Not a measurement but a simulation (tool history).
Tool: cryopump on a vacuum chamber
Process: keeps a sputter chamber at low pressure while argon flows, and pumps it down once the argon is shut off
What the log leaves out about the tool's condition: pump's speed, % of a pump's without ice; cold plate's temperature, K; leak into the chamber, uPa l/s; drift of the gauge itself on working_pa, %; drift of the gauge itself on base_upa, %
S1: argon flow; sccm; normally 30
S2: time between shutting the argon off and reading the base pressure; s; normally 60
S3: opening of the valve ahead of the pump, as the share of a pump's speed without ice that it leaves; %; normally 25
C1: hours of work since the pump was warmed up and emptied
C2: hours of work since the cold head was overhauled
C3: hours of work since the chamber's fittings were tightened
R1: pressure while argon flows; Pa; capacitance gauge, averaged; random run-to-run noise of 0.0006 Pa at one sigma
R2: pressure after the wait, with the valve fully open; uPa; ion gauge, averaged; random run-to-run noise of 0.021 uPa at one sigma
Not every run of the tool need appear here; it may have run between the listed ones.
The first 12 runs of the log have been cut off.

run 13 day=7.25 | S1=30 S2=60 S3=25 | C1=491 C2=491 C3=2752 | R1=0.0877 R2=0.7
run 14 day=7.721 | S1=30 S2=128 S3=25 | C1=497 C2=497 C3=2758 | R1=0.0872 R2=0.59
run 15 day=8.338 | S1=30 S2=128 S3=25 | C1=506 C2=506 C3=2767 | R1=0.0879 R2=0.58
run 16 day=8.712 | S1=30 S2=60 S3=56 | C1=511 C2=511 C3=2772 | R1=0.0419 R2=0.71
run 17 day=9.317 | S1=30 S2=60 S3=25 | C1=519 C2=519 C3=2780 | R1=0.088 R2=0.68
run 18 day=10 | S1=34 S2=21 S3=17 | C1=529 C2=529 C3=2790 | R1=0.1419 R2=1.07
run 19 day=10.538 | S1=59 S2=21 S3=39 | C1=536 C2=536 C3=2797 | R1=0.1144 R2=1.08
run 20 day=11.183 | S1=59 S2=21 S3=39 | C1=545 C2=545 C3=2806 | R1=0.1151 R2=1.05
run 21 day=11.971 | S1=30 S2=60 S3=15 | C1=556 C2=556 C3=2817 | R1=0.1423 R2=0.73
run 22 day=12.317 | S1=30 S2=22 S3=15 | C1=561 C2=561 C3=2822 | R1=0.1429 R2=1.02
run 23 day=12.967 | S1=30 S2=22 S3=15 | C1=570 C2=570 C3=2830 | R1=0.1427 R2=1.04
run 24 day=13.304 | S1=26 S2=48 S3=15 | C1=574 C2=574 C3=2835 | R1=0.123 R2=0.74
run 25 day=13.662 | S1=44 S2=43 S3=40 | C1=579 C2=579 C3=2840 | R1=0.0844 R2=0.8
run 26 day=14.358 | S1=30 S2=60 S3=30 | C1=589 C2=589 C3=2850 | R1=0.0746 R2=0.7
run 27 day=14.883 | S1=15 S2=216 S3=35 | C1=596 C2=596 C3=2857 | R1=0.0318 R2=0.58
run 28 day=15.342 | S1=15 S2=216 S3=35 | C1=602 C2=602 C3=2863 | R1=0.0328 R2=0.59
run 29 day=15.675 | S1=15 S2=216 S3=35 | C1=607 C2=607 C3=2868 | R1=0.0322 R2=0.59
run 30 day=16.021 | S1=16 S2=216 S3=30 | C1=611 C2=611 C3=2872 | R1=0.0406 R2=0.59
run 31 day=16.758 | S1=16 S2=216 S3=30 | C1=622 C2=622 C3=2882 | R1=0.0398 R2=0.57
run 32 day=17.238 | S1=58 S2=33 S3=31 | C1=628 C2=628 C3=2889 | R1=0.1418 R2=0.94
run 33 day=17.783 | S1=33 S2=49 S3=24 | C1=636 C2=636 C3=2897 | R1=0.1026 R2=0.78

Below are 3 alternative next runs, each starting from the tool's condition after run 33. Predict each:
run A day=18.558 | S1=30 S2=60 S3=41 | C1=646 C2=646 C3=2907 | R1=? R2=?
run B day=18.558 | S1=18 S2=34 S3=24 | C1=646 C2=646 C3=2907 | R1=? R2=?
run C day=18.558 | S1=13 S2=25 S3=47 | C1=646 C2=646 C3=2907 | R1=? R2=?

run=A R1=0.0587 R2=0.74
run=B R1=0.0562 R2=0.95
run=C R1=0.0222 R2=1.04
What these runs would have given with no unlogged condition in the tool:
run=A R1=0.0506 R2=0.33
run=B R1=0.0513 R2=0.52
run=C R1=0.0187 R2=0.62

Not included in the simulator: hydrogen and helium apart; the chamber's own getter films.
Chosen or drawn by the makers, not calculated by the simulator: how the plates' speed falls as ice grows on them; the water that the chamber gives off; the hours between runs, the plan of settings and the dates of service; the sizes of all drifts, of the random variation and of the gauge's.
